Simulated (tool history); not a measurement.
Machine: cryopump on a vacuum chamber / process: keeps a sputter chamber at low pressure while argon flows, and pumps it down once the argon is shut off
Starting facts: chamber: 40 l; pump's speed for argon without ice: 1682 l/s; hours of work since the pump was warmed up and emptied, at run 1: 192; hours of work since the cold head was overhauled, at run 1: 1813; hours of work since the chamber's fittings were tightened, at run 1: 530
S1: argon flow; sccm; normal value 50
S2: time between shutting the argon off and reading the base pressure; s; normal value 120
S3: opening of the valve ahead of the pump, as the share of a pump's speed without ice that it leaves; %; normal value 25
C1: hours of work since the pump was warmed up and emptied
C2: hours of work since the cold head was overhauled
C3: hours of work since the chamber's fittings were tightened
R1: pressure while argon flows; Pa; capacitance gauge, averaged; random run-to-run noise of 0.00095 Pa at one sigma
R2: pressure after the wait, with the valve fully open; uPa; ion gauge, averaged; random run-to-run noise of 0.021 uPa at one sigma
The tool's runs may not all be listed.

run 1 hour=0 | S1=50 S2=120 S3=25 | C1=192 C2=1813 C3=530 | R1=0.2082 R2=1.13
run 2 hour=51.5 | S1=50 S2=120 S3=28 | C1=229 C2=1849 C3=567 | R1=0.1906 R2=1.21
run 3 hour=121.6 | S1=50 S2=120 S3=28 | C1=278 C2=1899 C3=616 | R1=0.1931 R2=1.36
run 4 hour=150.9 | S1=50 S2=120 S3=28 | C1=299 C2=1919 C3=637 | R1=0.1936 R2=1.47
run 5 hour=207.4 | S1=50 S2=120 S3=28 | C1=339 C2=1959 C3=677 | R1=0.1965 R2=1.54
run 6 hour=243.5 | S1=50 S2=120 S3=28 | C1=364 C2=1985 C3=702 | R1=0.197 R2=1.62
run 7 hour=298.4 | S1=90 S2=222 S3=46 | C1=403 C2=2023 C3=741 | R1=0.2332 R2=1.66
run 8 hour=340.3 | S1=48 S2=271 S3=25 | C1=433 C2=2053 C3=771 | R1=0.2145 R2=1.74
run 9 hour=396.9 | S1=56 S2=223 S3=25 | C1=473 C2=2093 C3=810 | R1=0.2545 R2=1.93
-- hour=441.3 pump warmed up, emptied and cooled again
run 10 hour=451.5 | S1=43 S2=45 S3=15 | C1=7 C2=2128 C3=846 | R1=0.291 R2=1.81
run 11 hour=494.4 | S1=50 S2=120 S3=33 | C1=37 C2=2158 C3=876 | R1=0.1544 R2=1.49
run 12 hour=540.2 | S1=78 S2=120 S3=17 | C1=70 C2=2191 C3=908 | R1=0.4662 R2=1.6

Hidden state or all else? Some run-to-run changes of R1, split into what the settings, what came in and random variation would give without the hidden state, and what is left for the hidden state (with any gauge scatter that isn't in both results):
The hidden state here: pump's speed, % of a pump's without ice; cold plate's temperature, K; leak into the chamber, uPa l/s; drift of the gauge itself on working_pa, %; drift of the gauge itself on base_upa, %.
Run 9 -> 10: S1 56 -> 43, S2 223 -> 45, S3 25 -> 15, pump warmed up, emptied and cooled again. R1 +0.0365 Pa: hidden state -0.0277, all else +0.0642.
Run 11 -> 12: S1 50 -> 78, S3 33 -> 17. R1 +0.3118 Pa: hidden state +0.0034, all else +0.3084.
